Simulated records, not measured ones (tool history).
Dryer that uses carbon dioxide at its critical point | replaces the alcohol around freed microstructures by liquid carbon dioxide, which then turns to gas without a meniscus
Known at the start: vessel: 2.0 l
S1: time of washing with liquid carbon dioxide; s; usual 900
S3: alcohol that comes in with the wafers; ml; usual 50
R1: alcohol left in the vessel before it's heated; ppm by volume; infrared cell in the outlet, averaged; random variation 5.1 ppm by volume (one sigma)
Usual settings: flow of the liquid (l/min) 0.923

Run 1, day 0: usual settings. Result: R1 147 ppm by volume.
Run 2, day 2.033: usual settings but flow of the liquid (l/min) 0.556. Result: R1 843 ppm by volume.
Run 3, day 3.342: usual settings but flow of the liquid (l/min) 1.017. Result: R1 146 ppm by volume.
Run 4, day 4.604: usual settings but flow of the liquid (l/min) 1.017. Result: R1 149 ppm by volume.
Run 5, day 5.892: usual settings but flow of the liquid (l/min) 1.017. Result: R1 150 ppm by volume.
Run 6, day 7.171: usual settings but S1 1260 s, flow of the liquid (l/min) 1.017. Result: R1 114 ppm by volume.
Run 7, day 8.446: usual settings but S1 1260 s, flow of the liquid (l/min) 1.017. Result: R1 117 ppm by volume.
Run 8, day 10.612: usual settings but S1 1260 s, flow of the liquid (l/min) 1.017. Result: R1 119 ppm by volume.
Run 9, day 11.629: usual settings but S1 1260 s, flow of the liquid (l/min) 1.017. Result: R1 124 ppm by volume.
Run 10, day 13.675: usual settings. Result: R1 200 ppm by volume.
Run 11, day 15.125: usual settings. Result: R1 195 ppm by volume.
Run 12, day 17.346: usual settings but flow of the liquid (l/min) 0.946. Result: R1 210 ppm by volume.
Run 13, day 18.912: usual settings but S1 1320 s. Result: R1 166 ppm by volume.
Run 14, day 21.038: usual settings but S1 1320 s. Result: R1 21 ppm by volume.
Run 15, day 22.538: usual settings but S1 1320 s. Result: R1 21 ppm by volume.
Run 16, day 24.408: usual settings but S1 1320 s. Result: R1 25 ppm by volume.
Run 17, day 26.404: usual settings but S3 43 ml. Result: R1 106 ppm by volume.
Run 18, day 27.321: usual settings but S3 43 ml. Result: R1 117 ppm by volume.
Run 19, day 28.604: usual settings but S3 43 ml. Result: R1 115 ppm by volume.
Run 20, day 29.562: usual settings but S3 43 ml. Result: R1 122 ppm by volume.
Run 21, day 31.562: usual settings but flow of the liquid (l/min) 1.109, S3 43 ml. Result: R1 80 ppm by volume.
Run 22, day 33.271: usual settings. Result: R1 157 ppm by volume.
Run 23, day 35.138: usual settings. Result: R1 174 ppm by volume.
Run 24, day 36.779: usual settings but flow of the liquid (l/min) 0.77, S3 62 ml. Result: R1 389 ppm by volume.
Run 25, day 37.717: usual settings but S1 660 s, flow of the liquid (l/min) 1.453, S3 54 ml. Result: R1 119 ppm by volume.
Run 26, day 38.675: usual settings but S1 1260 s, flow of the liquid (l/min) 1.076, S3 29 ml. Result: R1 89 ppm by volume.
Run 27, day 39.946: usual settings but S1 1260 s, flow of the liquid (l/min) 1.441, S3 29 ml. Result: R1 96 ppm by volume.
Run 28, day 41.15: usual settings but flow of the liquid (l/min) 1.066. Result: R1 133 ppm by volume.
Run 29, day 42.758: usual settings but S1 720 s, flow of the liquid (l/min) 1.538, S3 54 ml. Result: R1 117 ppm by volume.
Run 30, day 44.958: usual settings but S1 1020 s, flow of the liquid (l/min) 1.361, S3 33 ml. Result: R1 116 ppm by volume.
Run 31, day 46.908: usual settings but S1 1020 s, flow of the liquid (l/min) 1.361, S3 33 ml. Result: R1 123 ppm by volume.
Run 32, day 48.538: usual settings but S3 21 ml. Result: R1 170 ppm by volume.
Run 33, day 50.742: usual settings but flow of the liquid (l/min) 1.505, S3 41 ml. Result: R1 143 ppm by volume.
Run 34, day 52.938: usual settings but S1 660 s. Result: R1 517 ppm by volume.
Run 35, day 54.642: usual settings but S1 660 s. Result: R1 536 ppm by volume.
Run 36, day 57.004: usual settings but S1 1140 s, flow of the liquid (l/min) 0.581. Result: R1 261 ppm by volume.
Run 37, day 58.975: usual settings but S1 1260 s, flow of the liquid (l/min) 1.024. Result: R1 28 ppm by volume.
Run 38, day 60.283: usual settings but S1 720 s, flow of the liquid (l/min) 0.605, S3 21 ml. Result: R1 543 ppm by volume.
Run 39, day 61.592: usual settings but S1 780 s, flow of the liquid (l/min) 1.171, S3 43 ml. Result: R1 81 ppm by volume.
Run 40, day 63.438: usual settings but S1 540 s, flow of the liquid (l/min) 0.653, S3 51 ml. Result: R1 2432 ppm by volume.
Run 41, day 65.138: usual settings but S1 1080 s, flow of the liquid (l/min) 0.936, S3 69 ml. Result: R1 98 ppm by volume.
Run 42, day 66.821: usual settings but S1 1440 s, flow of the liquid (l/min) 0.739, S3 114 ml. Result: R1 105 ppm by volume.
Run 43, day 67.892: usual settings but S1 1440 s, flow of the liquid (l/min) 0.739, S3 114 ml. Result: R1 114 ppm by volume.
Run 44, day 68.854: usual settings but S1 1440 s, flow of the liquid (l/min) 0.739, S3 31 ml. Result: R1 80 ppm by volume.
Run 45, day 70.921: usual settings but S1 1440 s, flow of the liquid (l/min) 0.739, S3 31 ml. Result: R1 88 ppm by volume.
Run 46, day 73.058: usual settings but S1 1260 s, flow of the liquid (l/min) 1.399, S3 81 ml. Result: R1 89 ppm by volume.

Taken out of this log: 5 entries between the listed runs. Where each belongs, and how the hidden state differs across it:
Between runs 7 and 8: inlet filter changed (day 10.388)
  flow that reaches the vessel past the clogged filter, %: 89.5 -> 99.5; alcohol in the recycled carbon dioxide, ppm: 109 -> 118.8
  measured less the result without the state, R1: +106 -> +115 ppm by volume
Between runs 13 and 14: purifier's bed changed (day 20.758)
  flow that reaches the vessel past the clogged filter, %: 96.4 -> 95.6; alcohol in the recycled carbon dioxide, ppm: 159.6 -> 6.7
  measured less the result without the state, R1: +160 -> +3 ppm by volume
Between runs 27 and 28: inlet filter changed (day 40.308)
  flow that reaches the vessel past the clogged filter, %: 88.4 -> 99.2; alcohol in the recycled carbon dioxide, ppm: 96.2 -> 101.6
  measured less the result without the state, R1: +90 -> +98 ppm by volume
Between runs 35 and 36: purifier's bed changed (day 55.629)
  flow that reaches the vessel past the clogged filter, %: 94.1 -> 93.2; alcohol in the recycled carbon dioxide, ppm: 164.9 -> 11.9
  measured less the result without the state, R1: +249 -> +78 ppm by volume
Between runs 44 and 45: inlet filter changed (day 70.242)
  flow that reaches the vessel past the clogged filter, %: 88.6 -> 99.5; alcohol in the recycled carbon dioxide, ppm: 67.8 -> 77.7
  measured less the result without the state, R1: +72 -> +72 ppm by volume

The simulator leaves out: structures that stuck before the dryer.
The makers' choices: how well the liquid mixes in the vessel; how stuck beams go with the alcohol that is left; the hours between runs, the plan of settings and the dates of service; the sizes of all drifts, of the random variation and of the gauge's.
